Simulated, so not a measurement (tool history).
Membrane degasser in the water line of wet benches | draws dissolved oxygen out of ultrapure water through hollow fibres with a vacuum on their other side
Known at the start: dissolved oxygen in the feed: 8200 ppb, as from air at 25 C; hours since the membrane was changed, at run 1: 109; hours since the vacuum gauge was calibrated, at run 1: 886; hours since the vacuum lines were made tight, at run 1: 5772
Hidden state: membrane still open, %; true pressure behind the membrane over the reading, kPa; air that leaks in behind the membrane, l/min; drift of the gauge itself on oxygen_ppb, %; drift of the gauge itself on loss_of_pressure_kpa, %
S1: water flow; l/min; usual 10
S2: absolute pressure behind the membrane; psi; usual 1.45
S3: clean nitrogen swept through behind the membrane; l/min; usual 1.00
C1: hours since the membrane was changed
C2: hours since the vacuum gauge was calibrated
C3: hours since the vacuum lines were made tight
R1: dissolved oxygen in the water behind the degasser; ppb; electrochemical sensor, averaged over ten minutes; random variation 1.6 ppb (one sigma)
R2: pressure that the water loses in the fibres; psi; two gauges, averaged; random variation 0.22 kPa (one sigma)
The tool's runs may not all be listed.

| run | hour | S1 | S2 | S3 | C1 | C2 | C3 | R1 | R2 |
|---|---|---|---|---|---|---|---|---|---|
| 1 | 0.0 | 10 | 1.45 | 1.00 | 109 | 886 | 5772 | 165.8 | 7.994 |
| 2 | 49.0 | 7 | 1.45 | 1.00 | 158 | 935 | 5821 | 120.2 | 5.526 |
| 3 | 120.3 | 7 | 1.45 | 1.00 | 230 | 1007 | 5892 | 120.7 | 5.556 |
| 4 | 171.7 | 7 | 1.45 | 1.00 | 281 | 1058 | 5944 | 119.0 | 5.585 |
| 5 | 252.6 | 7 | 1.45 | 1.00 | 362 | 1139 | 6024 | 122.6 | 5.597 |
| 6 | 320.0 | 7 | 1.45 | 1.00 | 429 | 1206 | 6092 | 120.2 | 5.588 |
| 7 | 372.2 | 7 | 1.45 | 1.00 | 481 | 1259 | 6144 | 118.6 | 5.604 |
| 8 | 440.2 | 7 | 1.45 | 1.00 | 549 | 1327 | 6212 | 119.8 | 5.600 |
| 9 | 494.7 | 7 | 1.45 | 1.00 | 604 | 1381 | 6267 | 120.2 | 5.577 |
| 10 | 537.7 | 10 | 1.45 | 1.00 | 647 | 1424 | 6310 | 171.7 | 8.005 |
| 11 | 573.0 | 10 | 1.45 | 1.00 | 682 | 1459 | 6345 | 168.7 | 8.021 |
| 12 | 649.9 | 10 | 1.80 | 1.00 | 759 | 1536 | 6422 | 227.5 | 8.003 |
| 13 | 684.1 | 10 | 1.45 | 0.45 | 793 | 1570 | 6456 | 335.1 | 8.057 |
| 14 | 731.3 | 10 | 1.45 | 1.14 | 840 | 1618 | 6503 | 147.6 | 8.018 |
| 15 | 791.3 | 10 | 1.45 | 1.14 | 900 | 1678 | 6563 | 150.1 | 8.005 |
| 16 | 853.8 | 10 | 1.45 | 1.14 | 963 | 1740 | 6626 | 148.5 | 8.008 |
|  | 890.3 | seals of the vacuum lines changed |
| 17 | 920.1 | 10 | 1.45 | 1.14 | 1027 | 1805 | 30 | 143.3 | 8.054 |
| 18 | 968.3 | 10 | 2.71 | 1.59 | 1075 | 1853 | 78 | 232.4 | 8.012 |
| 19 | 1012.2 | 10 | 1.04 | 1.59 | 1119 | 1897 | 122 | 63.7 | 8.005 |
| 20 | 1081.9 | 13 | 1.16 | 0.54 | 1189 | 1966 | 192 | 263.2 | 10.440 |
| 21 | 1163.6 | 13 | 1.16 | 0.54 | 1271 | 2048 | 273 | 259.1 | 10.473 |
| 22 | 1209.3 | 8 | 1.32 | 1.28 | 1316 | 2094 | 319 | 91.9 | 6.411 |
| 23 | 1247.1 | 6 | 3.06 | 2.56 | 1354 | 2132 | 357 | 106.0 | 4.830 |
| 24 | 1298.5 | 8 | 3.06 | 1.40 | 1406 | 2183 | 408 | 246.6 | 6.512 |
| 25 | 1362.3 | 10 | 3.06 | 0.92 | 1469 | 2247 | 472 | 439.7 | 8.073 |
| 26 | 1434.3 | 10 | 3.06 | 0.92 | 1541 | 2319 | 544 | 447.6 | 8.111 |
| 27 | 1488.4 | 11 | 3.18 | 0.92 | 1596 | 2373 | 598 | 506.2 | 8.904 |
| 28 | 1542.7 | 14 | 1.33 | 1.00 | 1650 | 2427 | 652 | 212.8 | 11.259 |
| 29 | 1621.6 | 14 | 1.33 | 1.00 | 1729 | 2506 | 731 | 209.7 | 11.285 |
| 30 | 1687.0 | 14 | 1.39 | 1.24 | 1794 | 2571 | 797 | 185.8 | 11.325 |
| 31 | 1743.5 | 9 | 2.64 | 2.47 | 1851 | 2628 | 853 | 137.0 | 7.294 |

Forecast each of these 4 alternatives for the next run:
| A | 1789.9 | 7 | 1.45 | 0.44 | 1897 | 2674 | 900 | ? | ? |
| B | 1789.9 | 12 | 2.34 | 1.46 | 1897 | 2674 | 900 | ? | ? |
| C | 1789.9 | 9 | 2.64 | 1.57 | 1897 | 2674 | 900 | ? | ? |
| D | 1789.9 | 12 | 3.28 | 0.90 | 1897 | 2674 | 900 | ? | ? |

| run | R1 | R2 |
|---|---|---|
| A | 243.1 | 5.687 |
| B | 255.9 | 9.726 |
| C | 209.6 | 7.307 |
| D | 584.1 | 9.720 |
Without the tool's hidden state the same runs would have given:
| run | R1 | R2 |
|---|---|---|
| A | 239.6 | 5.588 |
| B | 252.3 | 9.557 |
| C | 206.3 | 7.179 |
| D | 578.2 | 9.551 |
